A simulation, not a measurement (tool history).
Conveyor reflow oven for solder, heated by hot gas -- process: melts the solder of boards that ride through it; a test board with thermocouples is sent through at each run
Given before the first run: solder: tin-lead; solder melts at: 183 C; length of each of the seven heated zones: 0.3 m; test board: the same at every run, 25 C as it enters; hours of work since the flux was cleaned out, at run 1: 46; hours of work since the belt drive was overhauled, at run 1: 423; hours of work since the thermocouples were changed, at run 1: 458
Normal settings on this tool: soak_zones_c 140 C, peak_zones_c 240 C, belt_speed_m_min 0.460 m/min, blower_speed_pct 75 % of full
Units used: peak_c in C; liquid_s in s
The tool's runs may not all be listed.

run   hour  soak_zones_c  peak_zones_c  belt_speed_m_min  blower_speed_pct  hours of work since the flux was cleaned out  hours of work since the belt drive was overhauled  hours of work since the thermocouples were changed  peak_c  liquid_s
  1    0.0           140           240             0.460                75                                            46                                                423                                                 458   223.5      64.4
  2   12.8           140           249             0.460                75                                            53                                                430                                                 464   231.2      69.4
  3   25.3           140           240             0.460                75                                            60                                                436                                                 471   223.3      64.4
  4   37.4           140           240             0.460                75                                            66                                                443                                                 478   223.4      64.2
  5   56.7           140           240             0.460                75                                            77                                                453                                                 488   223.3      63.8
  6   67.1           140           240             0.460                75                                            82                                                459                                                 494   223.2      64.3
  7   86.6           140           255             0.460                75                                            93                                                469                                                 504   236.6      72.3
  8  109.2           140           240             0.460                82                                           105                                                482                                                 516   224.6      65.2
  9  124.7           140           240             0.460                75                                           113                                                490                                                 524   223.3      63.9
 10  137.7           140           240             0.460                75                                           120                                                497                                                 531   223.3      64.3
 11  152.2           140           240             0.460                75                                           128                                                505                                                 539   223.3      64.7
 12  171.0           140           240             0.460                75                                           138                                                515                                                 549   223.3      64.4
 13  182.1           140           240             0.469                75                                           144                                                521                                                 555   222.5      62.2
 14  195.1           140           240             0.469                75                                           151                                                528                                                 562   222.4      62.7
 15  207.0           140           240             0.469                75                                           158                                                534                                                 569   222.3      62.5

Run 16, settings as shown, results not yet in. Your forecast:
 16  229.0           140           246             0.402                75                                           169                                                546                                                 581       ?         ?

{"run 16": {"peak_c": 232.7, "liquid_s": 80.6}}
Had the tool carried no hidden state, the very same run would have given peak_c 232.3 C, liquid_s 79.2 s.
